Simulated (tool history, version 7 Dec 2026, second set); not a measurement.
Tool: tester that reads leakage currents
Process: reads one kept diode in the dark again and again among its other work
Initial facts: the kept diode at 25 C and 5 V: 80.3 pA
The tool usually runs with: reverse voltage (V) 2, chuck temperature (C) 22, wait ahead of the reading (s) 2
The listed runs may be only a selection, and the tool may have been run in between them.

run	day	reverse voltage (V)	chuck temperature (C)	wait ahead of the reading (s)	current that the tester gives (pA)
1	0	2	22	2	30.98
2	2.538	2	22	2	30.99
3	4.704	2	22	2	30.97
# day 6.525: chuck's temperature calibrated
4	7.662	2	22	2	38.34
5	9.021	2	22	2	38.43
6	11.129	2	22	2	38.38
7	12.729	2	22	2	38.04
8	14.567	2	22	2	37.92
9	16.842	2	22	0.53	39.08
10	18.375	2	22	2	37.87
11	20.825	2	22	2	37.6
12	22.175	2	22	2	37.52
13	24.967	2	22	2	37.58
14	27.046	2	22	2	37.26
15	28.688	2	22	2	36.92
16	30.567	2	22	2	36.84
17	33.2	2	22	2	36.59
18	35.85	3.55	22	2	50.87
19	37.188	3.55	22	2	50.5
20	39.883	3.55	22	2	50.17
21	41.154	1.27	22	1.23	28.3
22	42.354	4.96	22	0.65	63.2
23	45.021	9.2	25	0.65	116.64
24	46.229	9.2	25	0.65	116.6
25	48.712	9.2	25	0.65	116.74
26	51.312	1.72	25	0.65	43.6
27	53.962	10.28	27	0.99	143.33
28	55.196	1.7	51	0.54	411.67
29	56.55	1.7	51	0.54	408.68
30	58.442	1.7	36	7.14	113.61
31	60.833	1.7	36	7.14	113.03
32	63.708	5.58	23	7.14	68.41
33	65.188	5.58	23	7.14	68.65
34	67.133	5.58	23	7.14	68.16
35	69.008	4.58	22	0.78	57.44
36	70.954	2	22	1.15	34.83
37	72.188	2	22	1.15	34.78
38	73.917	14.05	22	0.92	113.55
39	75.683	1.27	22	0.92	26.79

Alternative continuations, all from the tool just after run 39; predict every row:
A	78.312	1.27	37	0.92	?
B	78.312	7.11	27	1.82	?
C	78.312	1.29	22	2	?
D	78.312	1.53	34	0.92	?
E	78.312	13.31	22	2	?

run	current that the tester gives (pA)
A	102.03
B	110.7
C	26.6
D	86.54
E	106.74
With the hidden condition removed and each run's random variation left untouched, the same runs would have given:
run	current that the tester gives (pA)
A	117.13
B	119.01
C	29.47
D	98.9
E	104.64

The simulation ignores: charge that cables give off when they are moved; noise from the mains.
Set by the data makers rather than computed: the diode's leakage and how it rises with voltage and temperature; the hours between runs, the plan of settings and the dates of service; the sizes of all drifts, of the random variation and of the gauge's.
